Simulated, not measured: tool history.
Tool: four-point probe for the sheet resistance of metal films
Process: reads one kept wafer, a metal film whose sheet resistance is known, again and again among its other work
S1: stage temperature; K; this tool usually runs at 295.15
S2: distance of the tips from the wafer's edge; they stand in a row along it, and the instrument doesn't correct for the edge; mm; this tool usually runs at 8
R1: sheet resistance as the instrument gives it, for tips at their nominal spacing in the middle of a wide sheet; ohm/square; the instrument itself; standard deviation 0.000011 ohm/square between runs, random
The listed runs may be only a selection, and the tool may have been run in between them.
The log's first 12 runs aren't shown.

run 13 hour=160.9 | S1=295.15 S2=6 | R1=0.055867
run 14 hour=176.0 | S1=295.15 S2=8 | R1=0.055787
run 15 hour=195.0 | S1=295.15 S2=15 | R1=0.055705
run 16 hour=211.4 | S1=295.15 S2=38 | R1=0.055678
run 17 hour=223.0 | S1=292.15 S2=8 | R1=0.055866
run 18 hour=240.9 | S1=292.15 S2=8 | R1=0.055861
run 19 hour=254.9 | S1=293.15 S2=8 | R1=0.055828
run 20 hour=266.2 | S1=295.15 S2=8 | R1=0.055771
run 21 hour=285.5 | S1=295.15 S2=8 | R1=0.055762
run 22 hour=301.9 | S1=295.15 S2=8 | R1=0.055766
run 23 hour=315.8 | S1=295.15 S2=43 | R1=0.055638
run 24 hour=333.5 | S1=295.15 S2=43 | R1=0.055635
run 25 hour=352.6 | S1=300.15 S2=33 | R1=0.055499
run 26 hour=364.9 | S1=300.15 S2=33 | R1=0.055489
run 27 hour=376.0 | S1=298.15 S2=10 | R1=0.055608
run 28 hour=387.1 | S1=305.15 S2=8 | R1=0.055466
run 29 hour=397.5 | S1=305.15 S2=8 | R1=0.055467

Estimate the outcome of run 30 from the log above:
run 30 hour=415.6 | S1=298.15 S2=11 | R1=?

{"run 30": {"R1": 0.055604}}
Without the tool's hidden state the same run would have given R1 0.055406 ohm/square.
